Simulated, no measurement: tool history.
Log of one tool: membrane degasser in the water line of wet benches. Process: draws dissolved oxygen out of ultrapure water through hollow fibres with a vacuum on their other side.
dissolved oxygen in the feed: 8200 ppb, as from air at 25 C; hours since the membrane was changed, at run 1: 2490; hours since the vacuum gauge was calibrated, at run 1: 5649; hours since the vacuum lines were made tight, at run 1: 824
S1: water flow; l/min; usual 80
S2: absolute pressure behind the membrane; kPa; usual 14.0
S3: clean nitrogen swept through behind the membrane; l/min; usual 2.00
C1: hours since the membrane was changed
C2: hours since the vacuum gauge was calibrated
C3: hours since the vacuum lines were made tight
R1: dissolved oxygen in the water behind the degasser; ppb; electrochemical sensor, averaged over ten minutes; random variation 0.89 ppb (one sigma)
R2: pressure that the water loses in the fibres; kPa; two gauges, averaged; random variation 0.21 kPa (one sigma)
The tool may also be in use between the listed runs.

run,hour,S1,S2,S3,C1,C2,C3,R1,R2
1,0.0,80,14.0,2.00,2490,5649,824,803.5,48.00
2,75.3,80,14.0,2.00,2565,5724,899,802.8,47.80
3,178.7,80,14.0,2.00,2668,5828,1003,802.3,48.06
4,282.6,80,14.0,2.00,2772,5931,1106,803.8,48.23
5,408.9,80,14.0,2.00,2898,6058,1233,804.8,48.42
6,476.7,80,14.0,2.00,2966,6126,1301,800.4,47.47
7,586.8,80,14.0,2.00,3076,6236,1411,804.0,48.26
8,693.8,80,14.0,2.00,3183,6343,1518,803.8,48.09
9,787.5,80,14.0,2.00,3277,6436,1611,804.1,48.25
10,872.0,80,17.8,2.00,3362,6521,1696,1055.0,47.89
11,980.4,69,8.7,2.00,3470,6629,1804,379.7,41.65
12,1112.3,80,21.8,1.77,3602,6761,1936,1421.2,48.19
13,1239.9,53,23.1,3.57,3729,6889,2064,631.4,31.84
14,1346.6,80,14.0,2.31,3836,6995,2170,720.2,47.84
15,1454.9,80,14.0,2.37,3945,7104,2279,705.6,47.85
16,1535.7,80,14.0,2.37,4025,7185,2360,707.2,48.31
17,1616.4,66,10.9,2.79,4106,7265,2440,384.1,38.94
18,1722.7,80,14.0,1.81,4212,7371,2547,863.5,48.30
19,1824.2,80,14.0,1.81,4314,7473,2648,864.8,48.09
20,1909.3,80,14.0,1.81,4399,7558,2733,865.8,48.08

3 ways to go on from here, each from the tool as it stands after run 20. What would each give?
A,2023.2,117,22.3,1.05,4513,7672,2847,?,?
B,2023.2,49,14.0,2.00,4513,7672,2847,?,?
C,2023.2,78,14.0,2.01,4513,7672,2847,?,?

run,R1,R2
A,2520.7,70.16
B,542.1,29.48
C,784.4,46.74
Without the tool's hidden state the same runs would have given:
run,R1,R2
A,2520.2,70.09
B,541.9,29.44
C,784.1,46.69
